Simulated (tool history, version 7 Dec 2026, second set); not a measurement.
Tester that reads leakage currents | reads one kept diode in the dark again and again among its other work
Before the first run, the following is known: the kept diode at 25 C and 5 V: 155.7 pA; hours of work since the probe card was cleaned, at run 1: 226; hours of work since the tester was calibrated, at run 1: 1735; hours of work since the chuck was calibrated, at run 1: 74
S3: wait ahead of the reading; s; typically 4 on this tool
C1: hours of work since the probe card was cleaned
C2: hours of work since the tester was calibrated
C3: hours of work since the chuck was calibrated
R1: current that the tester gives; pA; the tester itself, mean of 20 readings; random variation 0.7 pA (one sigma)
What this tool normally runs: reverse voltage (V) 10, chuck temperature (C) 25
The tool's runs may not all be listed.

{"run": 1, "hour": 0.0, "reverse voltage (V)": 10, "chuck temperature (C)": 25, "S3": 4, "C1": 226, "C2": 1735, "C3": 74, "R1": 233.47}
{"run": 2, "hour": 183.8, "reverse voltage (V)": 10, "chuck temperature (C)": 25, "S3": 4, "C1": 352, "C2": 1861, "C3": 200, "R1": 233.77}
{"run": 3, "hour": 347.8, "reverse voltage (V)": 10, "chuck temperature (C)": 25, "S3": 4, "C1": 464, "C2": 1973, "C3": 312, "R1": 233.2}
{"run": 4, "hour": 513.4, "reverse voltage (V)": 10, "chuck temperature (C)": 25, "S3": 4.58, "C1": 577, "C2": 2087, "C3": 426, "R1": 232.95}
{"run": 5, "hour": 622.6, "reverse voltage (V)": 10, "chuck temperature (C)": 25, "S3": 4, "C1": 652, "C2": 2161, "C3": 500, "R1": 233.45}
{"run": 6, "hour": 799.3, "reverse voltage (V)": 10, "chuck temperature (C)": 25, "S3": 4, "C1": 773, "C2": 2282, "C3": 621, "R1": 230.91}
{"run": 7, "hour": 908.2, "reverse voltage (V)": 10, "chuck temperature (C)": 25, "S3": 4, "C1": 847, "C2": 2357, "C3": 696, "R1": 232.36}
{"run": 8, "hour": 1063.0, "reverse voltage (V)": 10, "chuck temperature (C)": 25, "S3": 4, "C1": 953, "C2": 2463, "C3": 802, "R1": 231.22}
{"run": 9, "hour": 1195.1, "reverse voltage (V)": 1.8, "chuck temperature (C)": 25, "S3": 4, "C1": 1043, "C2": 2553, "C3": 892, "R1": 84.42}
{"run": 10, "hour": 1375.7, "reverse voltage (V)": 1.8, "chuck temperature (C)": 25, "S3": 4, "C1": 1167, "C2": 2677, "C3": 1016, "R1": 84.27}
{"run": 11, "hour": 1581.6, "reverse voltage (V)": 1.8, "chuck temperature (C)": 25, "S3": 4, "C1": 1308, "C2": 2817, "C3": 1156, "R1": 83.61}
{"run": 12, "hour": 1773.8, "reverse voltage (V)": 1.8, "chuck temperature (C)": 25, "S3": 4, "C1": 1439, "C2": 2949, "C3": 1288, "R1": 83.37}
{"run": 13, "hour": 1933.1, "reverse voltage (V)": 1.8, "chuck temperature (C)": 25, "S3": 4, "C1": 1548, "C2": 3058, "C3": 1397, "R1": 83.3}
{"run": 14, "hour": 2122.6, "reverse voltage (V)": 17.1, "chuck temperature (C)": 31, "S3": 6.91, "C1": 1678, "C2": 3188, "C3": 1527, "R1": 478.07}
{"hour": 2169.0, "done": "chuck's temperature calibrated"}
{"run": 15, "hour": 2300.0, "reverse voltage (V)": 9.4, "chuck temperature (C)": 50, "S3": 1.66, "C1": 1798, "C2": 3308, "C3": 90, "R1": 1203.95}
{"run": 16, "hour": 2403.7, "reverse voltage (V)": 2, "chuck temperature (C)": 44, "S3": 1.66, "C1": 1869, "C2": 3378, "C3": 161, "R1": 333.35}
{"hour": 2468.0, "done": "tester calibrated"}
{"run": 17, "hour": 2600.2, "reverse voltage (V)": 2.9, "chuck temperature (C)": 29, "S3": 1.19, "C1": 2002, "C2": 90, "C3": 294, "R1": 153.97}
{"run": 18, "hour": 2710.5, "reverse voltage (V)": 2.9, "chuck temperature (C)": 43, "S3": 1.93, "C1": 2077, "C2": 166, "C3": 369, "R1": 390.84}
{"run": 19, "hour": 2820.6, "reverse voltage (V)": 1.2, "chuck temperature (C)": 24, "S3": 1.43, "C1": 2153, "C2": 241, "C3": 444, "R1": 64.35}
{"run": 20, "hour": 3004.9, "reverse voltage (V)": 1.2, "chuck temperature (C)": 24, "S3": 1.43, "C1": 2279, "C2": 367, "C3": 570, "R1": 64.14}
{"run": 21, "hour": 3127.2, "reverse voltage (V)": 1.1, "chuck temperature (C)": 37, "S3": 0.8, "C1": 2362, "C2": 451, "C3": 654, "R1": 148.89}
{"hour": 3193.1, "done": "probe card cleaned and baked"}
{"run": 22, "hour": 3270.2, "reverse voltage (V)": 1.1, "chuck temperature (C)": 25, "S3": 4, "C1": 53, "C2": 547, "C3": 750, "R1": 63.9}
{"run": 23, "hour": 3450.6, "reverse voltage (V)": 10, "chuck temperature (C)": 52, "S3": 4, "C1": 176, "C2": 670, "C3": 873, "R1": 1384.33}
{"run": 24, "hour": 3575.4, "reverse voltage (V)": 1.8, "chuck temperature (C)": 35, "S3": 2.3, "C1": 262, "C2": 756, "C3": 959, "R1": 170.13}
{"run": 25, "hour": 3763.1, "reverse voltage (V)": 9.7, "chuck temperature (C)": 34, "S3": 4.51, "C1": 390, "C2": 884, "C3": 1087, "R1": 423.79}

Predict each of these 4 candidate next runs independently; none follows another, all start after run 25:
{"run": "A", "hour": 3895.1, "reverse voltage (V)": 1.1, "chuck temperature (C)": 25, "S3": 7.42, "C1": 480, "C2": 974, "C3": 1177, "R1": "?"}
{"run": "B", "hour": 3895.1, "reverse voltage (V)": 7.5, "chuck temperature (C)": 25, "S3": 4, "C1": 480, "C2": 974, "C3": 1177, "R1": "?"}
{"run": "C", "hour": 3895.1, "reverse voltage (V)": 10, "chuck temperature (C)": 25, "S3": 2.96, "C1": 480, "C2": 974, "C3": 1177, "R1": "?"}
{"run": "D", "hour": 3895.1, "reverse voltage (V)": 6.2, "chuck temperature (C)": 30, "S3": 0.39, "C1": 480, "C2": 974, "C3": 1177, "R1": "?"}

run=A R1=63.06
run=B R1=194.2
run=C R1=230.13
run=D R1=254.05
Had the tool no hidden state, the same runs would have come out as:
run=A R1=64.59
run=B R1=198.18
run=C R1=234.64
run=D R1=259.54
